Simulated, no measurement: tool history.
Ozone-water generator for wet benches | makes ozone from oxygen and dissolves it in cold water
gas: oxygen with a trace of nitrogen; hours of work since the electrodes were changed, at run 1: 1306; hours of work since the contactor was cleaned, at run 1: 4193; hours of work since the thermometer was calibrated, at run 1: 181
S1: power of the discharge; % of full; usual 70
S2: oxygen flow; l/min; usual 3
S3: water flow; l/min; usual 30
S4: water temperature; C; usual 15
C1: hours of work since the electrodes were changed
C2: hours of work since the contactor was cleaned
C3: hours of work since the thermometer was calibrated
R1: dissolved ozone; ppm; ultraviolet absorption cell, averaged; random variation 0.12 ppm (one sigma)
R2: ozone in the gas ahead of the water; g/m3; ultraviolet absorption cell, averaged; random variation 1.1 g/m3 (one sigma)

run,day,S1,S2,S3,S4,C1,C2,C3,R1,R2
1,0,70,3,30,15,1306,4193,181,9.4,187.1
2,1.6,70,3,30,15,1341,4228,217,9.2,186.5
3,2.662,70,3,30,15,1365,4252,241,9.4,187.6
4,3.846,70,3,30,15,1391,4278,267,9.6,187.1
5,5.417,70,3,30,15,1426,4313,302,9.4,187
6,7.108,70,3,30,15,1464,4351,340,9.2,184.6
7,8.312,70,3,30,15,1491,4378,366,9.5,186.8
8,9.475,70,3,30,15,1517,4404,392,9.3,186.8
9,11.246,70,5.39,30,15,1556,4443,432,9.4,123.7
10,12.783,70,5.39,30,15,1590,4477,466,9.5,125.3
11,15.058,70,5.39,30,15,1641,4528,517,9.6,124.6
12,16.062,70,5.39,30,14,1663,4550,539,9.8,123.8
13,18.342,70,3,30,18,1714,4601,590,9.1,185.6
14,19.625,70,3,30,18,1743,4630,618,9,184.8
15,21.95,45,3,30,15,1794,4682,670,7.5,147.4
16,23.346,44,1.51,30,16,1825,4713,701,6.5,237.7
17,24.4,44,1.51,30,16,1849,4736,725,6.5,234.3
18,26.421,57,3,21,15,1894,4781,770,11.7,165.4
19,27.646,57,3,21,15,1921,4808,797,11.6,165.1
20,29.883,42,3,27,15,1971,4858,847,8,141.6
21,31.625,40,2.67,30,15,2010,4897,886,6.8,151.3
22,32.704,52,1.82,18,10,2034,4921,910,13,222.2
23,33.783,52,1.82,18,10,2058,4945,934,12.9,223.3
24,35.558,52,2.99,35,10,2098,4985,973,6.8,158.4
25,37.754,70,3,42,15,2146,5034,1022,6.6,184.1
26,38.775,70,1.55,32,15,2169,5056,1045,7.8,291.8

Forecast each of these 3 alternatives for the next run:
A,40.854,77,1.55,24,12,2215,5103,1091,?,?
B,40.854,70,3,22,15,2215,5103,1091,?,?
C,40.854,70,3,26,8,2215,5103,1091,?,?

run,R1,R2
A,11.3,302.9
B,12.2,183.1
C,11,183.9
Without the tool's hidden state the same runs would have given:
run,R1,R2
A,12.8,316.6
B,13.7,191
C,12.5,191.8
